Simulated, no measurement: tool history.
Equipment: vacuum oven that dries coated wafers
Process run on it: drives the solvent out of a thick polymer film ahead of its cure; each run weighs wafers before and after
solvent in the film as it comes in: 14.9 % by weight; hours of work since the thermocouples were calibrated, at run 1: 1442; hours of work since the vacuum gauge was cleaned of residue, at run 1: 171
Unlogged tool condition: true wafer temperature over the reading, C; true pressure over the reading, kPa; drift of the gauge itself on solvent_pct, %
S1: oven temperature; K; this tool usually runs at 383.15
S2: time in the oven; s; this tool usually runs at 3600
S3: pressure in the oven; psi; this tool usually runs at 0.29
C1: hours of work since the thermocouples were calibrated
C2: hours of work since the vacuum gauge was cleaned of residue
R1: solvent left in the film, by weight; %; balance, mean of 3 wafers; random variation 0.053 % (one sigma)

run,hour,S1,S2,S3,C1,C2,R1
1,0,383.15,3600,0.29,1442,171,2.25
2,28.2,383.15,3600,0.29,1453,182,2.2
3,53.8,383.15,3600,0.29,1464,193,2.24
4,78.1,383.15,3600,0.186,1474,203,1.84
5,106.7,383.15,3600,0.186,1485,214,1.86
6,125.3,383.15,3600,0.186,1493,222,1.77
7,145.9,383.15,3600,0.186,1501,230,1.8
8,167.6,383.15,3600,0.186,1510,239,1.86
9,184.2,383.15,3600,0.186,1517,246,1.75
10,208.4,383.15,3600,0.186,1527,256,1.88
11,240.1,383.15,3600,0.186,1540,269,1.84
12,271.3,383.15,3600,0.931,1553,282,4.94
13,295.3,383.15,3600,0.931,1563,292,4.93
14,310,383.15,3600,0.931,1569,298,4.94
15,339.8,383.15,3600,0.931,1581,310,5.02
16,353.9,392.15,2400,0.489,1586,316,2.22
17,380.9,395.15,2520,0.251,1598,327,1.12
18,394.3,378.15,5160,0.714,1603,332,4.66
# hour 398.3: oven's thermocouples calibrated
19,416.3,378.15,5160,0.714,7,340,4.97
20,431.1,377.15,1920,0.29,13,346,6.56
21,449,377.15,1920,0.29,21,354,6.62
22,463.5,377.15,1920,0.29,27,360,6.67
23,493.3,377.15,1920,0.29,39,372,6.57
24,517.4,377.15,1920,0.29,49,382,6.8
25,537,377.15,1920,0.29,57,390,6.63
# hour 545.7: oven's thermocouples calibrated, once more
26,560.3,369.15,1920,0.335,6,399,7.56
27,588.4,390.15,6300,0.231,18,410,0.78
28,610.5,390.15,6300,0.573,27,419,1.97
29,625.3,390.15,6300,0.573,33,425,1.85
30,642.7,390.15,6300,0.573,40,432,1.78

Below are 4 alternative next runs, each starting from the tool's condition after run 30. Predict each:
A,672.5,391.15,3300,1.004,52,444,?
B,672.5,385.15,2280,0.573,52,444,?
C,672.5,383.15,2820,0.342,52,444,?
D,672.5,390.15,6300,0.365,52,444,?

run,R1
A,3.08
B,3.3
C,2.44
D,1.16
Without the tool's hidden state the same runs would have given:
run,R1
A,3.01
B,3.22
C,2.35
D,1.07
